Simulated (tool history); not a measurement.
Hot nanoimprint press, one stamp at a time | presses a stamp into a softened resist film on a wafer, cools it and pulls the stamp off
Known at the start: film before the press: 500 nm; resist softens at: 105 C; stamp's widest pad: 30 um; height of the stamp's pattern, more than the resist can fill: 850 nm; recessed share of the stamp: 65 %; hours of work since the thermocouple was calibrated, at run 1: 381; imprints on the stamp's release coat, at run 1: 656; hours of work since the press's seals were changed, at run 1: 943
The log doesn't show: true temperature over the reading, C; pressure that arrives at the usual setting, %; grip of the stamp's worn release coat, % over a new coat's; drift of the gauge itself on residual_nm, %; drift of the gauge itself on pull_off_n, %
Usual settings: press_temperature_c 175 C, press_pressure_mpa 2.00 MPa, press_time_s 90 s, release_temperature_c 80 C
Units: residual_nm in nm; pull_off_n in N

| run | hour | press_temperature_c | press_pressure_mpa | press_time_s | release_temperature_c | hours of work since the thermocouple was calibrated | imprints on the stamp's release coat | hours of work since the press's seals were changed | residual_nm | pull_off_n |
|---|---|---|---|---|---|---|---|---|---|---|
| 1 | 0.0 | 175 | 2.00 | 90 | 80 | 381 | 656 | 943 | 249.7 | 134 |
| 2 | 57.5 | 175 | 2.00 | 90 | 80 | 423 | 929 | 985 | 251.2 | 137 |
| 3 | 140.5 | 175 | 1.99 | 90 | 80 | 483 | 1322 | 1045 | 248.7 | 140 |
|  | 181.2 | stamp cleaned and given a new release coat |
|  | 232.4 | plate thermocouple calibrated |
| 4 | 245.6 | 175 | 2.89 | 90 | 80 | 10 | 290 | 1115 | 210.7 | 130 |
| 5 | 309.7 | 175 | 2.00 | 90 | 80 | 56 | 594 | 1161 | 249.4 | 136 |
| 6 | 377.3 | 175 | 2.00 | 90 | 80 | 105 | 915 | 1210 | 249.0 | 136 |
| 7 | 459.7 | 175 | 1.39 | 90 | 80 | 165 | 1305 | 1270 | 286.5 | 134 |
|  | 503.1 | stamp cleaned and given a new release coat |
| 8 | 543.4 | 175 | 2.00 | 90 | 69 | 221 | 191 | 1326 | 250.2 | 176 |
| 9 | 590.1 | 175 | 2.00 | 90 | 80 | 255 | 412 | 1360 | 247.5 | 138 |
|  | 632.1 | press's hydraulic seals changed and the load cell set to zero |
| 10 | 697.8 | 175 | 2.00 | 110 | 80 | 327 | 885 | 48 | 230.1 | 132 |
| 11 | 741.4 | 175 | 2.00 | 110 | 80 | 359 | 1091 | 79 | 232.9 | 138 |
| 12 | 788.6 | 175 | 2.27 | 90 | 80 | 393 | 1315 | 113 | 235.2 | 134 |
|  | 831.2 | stamp cleaned and given a new release coat |
| 13 | 835.5 | 175 | 2.00 | 91 | 80 | 423 | 20 | 143 | 246.5 | 132 |
| 14 | 877.9 | 175 | 2.00 | 90 | 88 | 454 | 221 | 174 | 249.2 | 108 |
| 15 | 945.9 | 175 | 2.00 | 90 | 88 | 503 | 543 | 223 | 248.9 | 108 |
|  | 1004.7 | plate thermocouple calibrated |
| 16 | 1049.1 | 184 | 2.00 | 90 | 75 | 32 | 1018 | 296 | 182.5 | 157 |
| 17 | 1111.2 | 186 | 2.00 | 67 | 75 | 77 | 1312 | 341 | 192.8 | 156 |
|  | 1151.4 | stamp cleaned and given a new release coat |
| 18 | 1214.3 | 186 | 2.00 | 67 | 75 | 148 | 298 | 411 | 193.7 | 150 |
| 19 | 1280.7 | 186 | 2.00 | 67 | 75 | 196 | 612 | 459 | 192.4 | 158 |
| 20 | 1346.5 | 171 | 1.29 | 143 | 79 | 244 | 925 | 507 | 288.1 | 139 |
| 21 | 1415.9 | 168 | 1.29 | 143 | 79 | 294 | 1253 | 558 | 318.9 | 142 |
|  | 1473.1 | stamp cleaned and given a new release coat |
| 22 | 1512.3 | 168 | 1.29 | 143 | 79 | 360 | 186 | 623 | 316.9 | 141 |
| 23 | 1613.3 | 167 | 2.40 | 152 | 74 | 433 | 664 | 696 | 254.6 | 168 |
| 24 | 1709.7 | 180 | 2.05 | 59 | 81 | 503 | 1121 | 766 | 243.5 | 132 |
|  | 1772.7 | plate thermocouple calibrated |
| 25 | 1782.1 | 175 | 1.77 | 90 | 74 | 7 | 1450 | 817 | 262.2 | 156 |
|  | 1797.0 | stamp cleaned and given a new release coat |
| 26 | 1851.1 | 175 | 1.96 | 90 | 82 | 52 | 256 | 862 | 251.6 | 126 |
| 27 | 1951.4 | 163 | 2.45 | 51 | 88 | 125 | 732 | 935 | 392.1 | 103 |
| 28 | 2013.5 | 165 | 2.01 | 102 | 88 | 170 | 1026 | 980 | 333.6 | 104 |
| 29 | 2071.5 | 175 | 2.68 | 90 | 80 | 212 | 1300 | 1022 | 218.2 | 134 |

Hidden state at the last listed run before each entry between runs and at the first one after, where it differs:
Between runs 3 and 4: stamp cleaned and given a new release coat (hour 181.2); plate thermocouple calibrated (hour 232.4)
  true temperature over the reading, C: -0.02 -> 0; pressure that arrives at the usual setting, %: 99.76 -> 99.74; grip of the stamp's worn release coat, % over a new coat's: 1.3 -> 0.3
Between runs 7 and 8: stamp cleaned and given a new release coat (hour 503.1)
  pressure that arrives at the usual setting, %: 99.7 -> 99.69; grip of the stamp's worn release coat, % over a new coat's: 1.3 -> 0.2
Between runs 9 and 10: press's hydraulic seals changed and the load cell set to zero (hour 632.1)
  pressure that arrives at the usual setting, %: 99.68 -> 100; grip of the stamp's worn release coat, % over a new coat's: 0.4 -> 0.8
Between runs 12 and 13: stamp cleaned and given a new release coat (hour 831.2)
  pressure that arrives at the usual setting, %: 99.98 -> 99.97; grip of the stamp's worn release coat, % over a new coat's: 1.3 -> 0
Between runs 15 and 16: plate thermocouple calibrated (hour 1004.7)
  true temperature over the reading, C: -0.02 -> 0.01; pressure that arrives at the usual setting, %: 99.96 -> 99.94; grip of the stamp's worn release coat, % over a new coat's: 0.5 -> 1
Between runs 17 and 18: stamp cleaned and given a new release coat (hour 1151.4)
  pressure that arrives at the usual setting, %: 99.93 -> 99.91; grip of the stamp's worn release coat, % over a new coat's: 1.3 -> 0.3
Between runs 21 and 22: stamp cleaned and given a new release coat (hour 1473.1)
  pressure that arrives at the usual setting, %: 99.88 -> 99.86; grip of the stamp's worn release coat, % over a new coat's: 1.2 -> 0.2
Between runs 24 and 25: plate thermocouple calibrated (hour 1772.7)
  true temperature over the reading, C: -0.02 -> 0; pressure that arrives at the usual setting, %: 99.83 -> 99.82; grip of the stamp's worn release coat, % over a new coat's: 1.1 -> 1.4
Between runs 25 and 26: stamp cleaned and given a new release coat (hour 1797.0)
  pressure that arrives at the usual setting, %: 99.82 -> 99.81; grip of the stamp's worn release coat, % over a new coat's: 1.4 -> 0.2
